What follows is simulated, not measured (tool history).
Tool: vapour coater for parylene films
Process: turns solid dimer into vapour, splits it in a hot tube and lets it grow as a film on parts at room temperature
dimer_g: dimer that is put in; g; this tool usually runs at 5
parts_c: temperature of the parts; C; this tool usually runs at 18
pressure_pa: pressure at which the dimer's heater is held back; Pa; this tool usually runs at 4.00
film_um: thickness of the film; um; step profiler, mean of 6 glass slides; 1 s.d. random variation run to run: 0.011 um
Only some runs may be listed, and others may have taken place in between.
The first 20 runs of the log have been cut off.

run,day,dimer_g,parts_c,pressure_pa,film_um
21,21.588,6,20,4.00,1.29
22,22.317,6,15,4.83,1.47
23,23.117,5,15,4.00,1.28
24,24.475,5,15,4.00,1.24
25,25.821,3,20,4.00,0.62
26,27.117,8,16,4.00,1.93
27,28.117,5,15,4.00,1.23
28,29.354,5,13,2.82,1.37
29,30.438,5,12,7.56,1.20
30,31.700,3,27,8.17,0.43
31,32.392,5,27,8.17,0.73
32,33.479,5,27,8.17,0.70
33,34.750,5,10,10.43,1.18
34,35.733,4,18,4.00,0.83
35,36.796,4,18,4.71,0.80

5 options for the next run, each taken on its own from the tool as it stands now. Forecast them:
A,37.904,4,18,3.50,?
B,37.904,2,15,4.71,?
C,37.904,9,18,2.30,?
D,37.904,4,10,3.89,?
E,37.904,2,14,2.65,?

run,film_um
A,0.85
B,0.45
C,2.06
D,1.08
E,0.52
Without the tool's hidden state the same runs would have given:
run,film_um
A,0.99
B,0.52
C,2.40
D,1.26
E,0.60
